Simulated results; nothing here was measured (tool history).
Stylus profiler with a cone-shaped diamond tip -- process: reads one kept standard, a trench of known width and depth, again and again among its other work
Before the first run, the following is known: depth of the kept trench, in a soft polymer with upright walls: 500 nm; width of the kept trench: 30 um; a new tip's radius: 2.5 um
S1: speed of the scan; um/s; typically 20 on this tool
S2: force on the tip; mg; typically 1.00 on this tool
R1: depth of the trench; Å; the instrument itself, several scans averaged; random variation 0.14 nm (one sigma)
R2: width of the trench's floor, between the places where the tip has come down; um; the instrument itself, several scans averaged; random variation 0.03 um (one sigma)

run,hour,S1,S2,R1,R2
1,0.0,20,1.00,5013.2,26.16
2,17.1,20,1.00,5016.6,26.09
3,35.4,20,1.00,5016.6,26.10
4,49.4,24,1.00,5014.9,26.07
5,63.5,24,1.00,5014.2,26.07
6,87.8,24,1.00,5014.2,26.02
7,115.1,24,1.00,5012.4,26.05
8,129.7,24,1.00,5013.3,26.04
9,153.9,20,0.33,4990.9,25.88
10,176.9,20,1.00,5012.2,26.04
11,197.8,20,1.00,5014.3,26.06
12,219.6,20,1.00,5013.7,26.03
# hour 222.4: height scale calibrated on a step standard
13,232.9,20,1.00,5008.0,26.02
14,252.0,14,0.47,4989.3,26.02
15,263.8,14,0.47,4989.7,26.05
# hour 280.5: height scale calibrated on a step standard, once more
16,281.1,25,1.03,5045.7,25.95
17,303.8,22,2.90,5089.6,26.05
18,324.3,9,1.00,5043.5,26.13
19,346.6,20,0.94,5042.5,25.97
20,358.5,6,2.75,5086.0,26.12
21,371.4,48,0.66,5033.3,25.58
22,387.6,35,0.39,5020.0,25.63
23,401.6,35,0.39,5024.1,25.61
24,420.7,8,1.07,5044.6,26.13
25,441.3,6,0.49,5024.8,26.11

Selected run-to-run steps in R1, each split into two signed amounts: the part the tool would show with no hidden state at all (from settings, incoming material and random variation), and the remainder, which goes to the hidden state together with any gauge scatter not common to the measured and the hidden-state-free results:
Hidden conditions of the tool in this case: radius of the tip, um; height scale over the true one, %; drift of the gauge itself on depth_nm, %; drift of the gauge itself on floor_um, %.
Run 12 -> 13: height scale calibrated on a step standard. R1 -5.7 Å: hidden state -5.7, all else +0.0.
Run 15 -> 16: S1 14 -> 25, S2 0.47 -> 1.03, height scale calibrated on a step standard, once more. R1 +56.0 Å: hidden state +36.2, all else +19.8.
Run 20 -> 21: S1 6 -> 48, S2 2.75 -> 0.66. R1 -52.7 Å: hidden state -0.2, all else -52.5.
